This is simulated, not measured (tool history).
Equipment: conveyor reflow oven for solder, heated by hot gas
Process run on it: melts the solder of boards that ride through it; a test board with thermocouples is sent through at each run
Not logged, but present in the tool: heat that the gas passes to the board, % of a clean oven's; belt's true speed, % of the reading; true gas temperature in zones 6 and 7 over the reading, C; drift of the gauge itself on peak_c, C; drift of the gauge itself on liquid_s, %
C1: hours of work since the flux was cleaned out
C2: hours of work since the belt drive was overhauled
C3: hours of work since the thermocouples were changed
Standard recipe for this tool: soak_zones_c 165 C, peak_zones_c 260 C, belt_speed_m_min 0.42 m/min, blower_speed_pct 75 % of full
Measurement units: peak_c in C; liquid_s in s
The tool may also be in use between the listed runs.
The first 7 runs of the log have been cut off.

{"run": 8, "hour": 60.8, "soak_zones_c": 165, "peak_zones_c": 260, "belt_speed_m_min": 0.384, "blower_speed_pct": 75, "C1": 67, "C2": 339, "C3": 696, "peak_c": 251.1, "liquid_s": 91.5}
{"run": 9, "hour": 66.8, "soak_zones_c": 165, "peak_zones_c": 260, "belt_speed_m_min": 0.459, "blower_speed_pct": 75, "C1": 72, "C2": 344, "C3": 701, "peak_c": 246.09, "liquid_s": 68.6}
{"hour": 72.8, "done": "flux residue cleaned out of gas plates and filters"}
{"run": 10, "hour": 79.2, "soak_zones_c": 165, "peak_zones_c": 260, "belt_speed_m_min": 0.459, "blower_speed_pct": 75, "C1": 5, "C2": 350, "C3": 707, "peak_c": 245.87, "liquid_s": 68}
{"run": 11, "hour": 90.2, "soak_zones_c": 165, "peak_zones_c": 260, "belt_speed_m_min": 0.459, "blower_speed_pct": 75, "C1": 13, "C2": 358, "C3": 715, "peak_c": 245.67, "liquid_s": 68.1}
{"run": 12, "hour": 98.3, "soak_zones_c": 165, "peak_zones_c": 260, "belt_speed_m_min": 0.459, "blower_speed_pct": 75, "C1": 20, "C2": 364, "C3": 721, "peak_c": 245.83, "liquid_s": 67.8}
{"run": 13, "hour": 105.3, "soak_zones_c": 165, "peak_zones_c": 255, "belt_speed_m_min": 0.459, "blower_speed_pct": 75, "C1": 25, "C2": 370, "C3": 727, "peak_c": 241.36, "liquid_s": 62.5}
{"run": 14, "hour": 116.4, "soak_zones_c": 165, "peak_zones_c": 260, "belt_speed_m_min": 0.42, "blower_speed_pct": 75, "C1": 34, "C2": 378, "C3": 735, "peak_c": 248.39, "liquid_s": 78.7}
{"run": 15, "hour": 124.2, "soak_zones_c": 165, "peak_zones_c": 260, "belt_speed_m_min": 0.42, "blower_speed_pct": 75, "C1": 40, "C2": 384, "C3": 741, "peak_c": 248.45, "liquid_s": 78.7}
{"hour": 137.7, "done": "flux residue cleaned out of gas plates and filters, once more"}
{"run": 16, "hour": 140.9, "soak_zones_c": 165, "peak_zones_c": 251, "belt_speed_m_min": 0.467, "blower_speed_pct": 75, "C1": 3, "C2": 393, "C3": 750, "peak_c": 238.06, "liquid_s": 56.7}
{"run": 17, "hour": 151.0, "soak_zones_c": 172, "peak_zones_c": 251, "belt_speed_m_min": 0.467, "blower_speed_pct": 75, "C1": 10, "C2": 401, "C3": 758, "peak_c": 239.09, "liquid_s": 61.8}
{"run": 18, "hour": 159.0, "soak_zones_c": 163, "peak_zones_c": 251, "belt_speed_m_min": 0.467, "blower_speed_pct": 50, "C1": 16, "C2": 407, "C3": 764, "peak_c": 229.96, "liquid_s": 37.5}
{"run": 19, "hour": 166.9, "soak_zones_c": 163, "peak_zones_c": 251, "belt_speed_m_min": 0.467, "blower_speed_pct": 50, "C1": 22, "C2": 413, "C3": 770, "peak_c": 229.96, "liquid_s": 37.5}
{"run": 20, "hour": 178.5, "soak_zones_c": 163, "peak_zones_c": 251, "belt_speed_m_min": 0.388, "blower_speed_pct": 50, "C1": 31, "C2": 422, "C3": 779, "peak_c": 236.4, "liquid_s": 63.2}
{"run": 21, "hour": 184.7, "soak_zones_c": 165, "peak_zones_c": 271, "belt_speed_m_min": 0.342, "blower_speed_pct": 51, "C1": 36, "C2": 427, "C3": 784, "peak_c": 258.86, "liquid_s": 110.9}
{"run": 22, "hour": 193.3, "soak_zones_c": 157, "peak_zones_c": 269, "belt_speed_m_min": 0.42, "blower_speed_pct": 67, "C1": 43, "C2": 434, "C3": 791, "peak_c": 253.86, "liquid_s": 80.7}
{"run": 23, "hour": 199.5, "soak_zones_c": 157, "peak_zones_c": 268, "belt_speed_m_min": 0.405, "blower_speed_pct": 67, "C1": 48, "C2": 438, "C3": 795, "peak_c": 254.1, "liquid_s": 84.6}
{"run": 24, "hour": 208.3, "soak_zones_c": 157, "peak_zones_c": 268, "belt_speed_m_min": 0.405, "blower_speed_pct": 67, "C1": 54, "C2": 445, "C3": 802, "peak_c": 254.28, "liquid_s": 84.5}
{"run": 25, "hour": 213.4, "soak_zones_c": 162, "peak_zones_c": 270, "belt_speed_m_min": 0.416, "blower_speed_pct": 73, "C1": 58, "C2": 449, "C3": 806, "peak_c": 257.43, "liquid_s": 87.8}
{"run": 26, "hour": 225.0, "soak_zones_c": 162, "peak_zones_c": 258, "belt_speed_m_min": 0.427, "blower_speed_pct": 67, "C1": 67, "C2": 458, "C3": 815, "peak_c": 244.28, "liquid_s": 70.4}
{"run": 27, "hour": 236.4, "soak_zones_c": 162, "peak_zones_c": 258, "belt_speed_m_min": 0.427, "blower_speed_pct": 67, "C1": 76, "C2": 467, "C3": 824, "peak_c": 244.38, "liquid_s": 69.9}
{"run": 28, "hour": 247.6, "soak_zones_c": 155, "peak_zones_c": 270, "belt_speed_m_min": 0.42, "blower_speed_pct": 75, "C1": 85, "C2": 475, "C3": 832, "peak_c": 256.45, "liquid_s": 83.4}
{"run": 29, "hour": 256.2, "soak_zones_c": 165, "peak_zones_c": 269, "belt_speed_m_min": 0.386, "blower_speed_pct": 75, "C1": 91, "C2": 482, "C3": 839, "peak_c": 259.36, "liquid_s": 99}
{"run": 30, "hour": 267.7, "soak_zones_c": 176, "peak_zones_c": 265, "belt_speed_m_min": 0.386, "blower_speed_pct": 75, "C1": 100, "C2": 491, "C3": 848, "peak_c": 256.84, "liquid_s": 102.6}

Forecast each of these 5 alternatives for the next run:
{"run": "A", "hour": 272.6, "soak_zones_c": 176, "peak_zones_c": 265, "belt_speed_m_min": 0.415, "blower_speed_pct": 64, "C1": 104, "C2": 495, "C3": 851, "peak_c": "?", "liquid_s": "?"}
{"run": "B", "hour": 272.6, "soak_zones_c": 161, "peak_zones_c": 260, "belt_speed_m_min": 0.49, "blower_speed_pct": 80, "C1": 104, "C2": 495, "C3": 851, "peak_c": "?", "liquid_s": "?"}
{"run": "C", "hour": 272.6, "soak_zones_c": 168, "peak_zones_c": 265, "belt_speed_m_min": 0.386, "blower_speed_pct": 75, "C1": 104, "C2": 495, "C3": 851, "peak_c": "?", "liquid_s": "?"}
{"run": "D", "hour": 272.6, "soak_zones_c": 152, "peak_zones_c": 265, "belt_speed_m_min": 0.49, "blower_speed_pct": 75, "C1": 104, "C2": 495, "C3": 851, "peak_c": "?", "liquid_s": "?"}
{"run": "E", "hour": 272.6, "soak_zones_c": 176, "peak_zones_c": 253, "belt_speed_m_min": 0.386, "blower_speed_pct": 75, "C1": 104, "C2": 495, "C3": 851, "peak_c": "?", "liquid_s": "?"}

run=A peak_c=252.66 liquid_s=89.7
run=B peak_c=244.49 liquid_s=60.2
run=C peak_c=256.02 liquid_s=97.6
run=D peak_c=245.75 liquid_s=57.8
run=E peak_c=245.86 liquid_s=91.1
Had the tool no hidden state, the same runs would have come out as:
run=A peak_c=251.48 liquid_s=87.8
run=B peak_c=243.61 liquid_s=58.9
run=C peak_c=254.81 liquid_s=95.7
run=D peak_c=244.92 liquid_s=56.6
run=E peak_c=244.6 liquid_s=89.1

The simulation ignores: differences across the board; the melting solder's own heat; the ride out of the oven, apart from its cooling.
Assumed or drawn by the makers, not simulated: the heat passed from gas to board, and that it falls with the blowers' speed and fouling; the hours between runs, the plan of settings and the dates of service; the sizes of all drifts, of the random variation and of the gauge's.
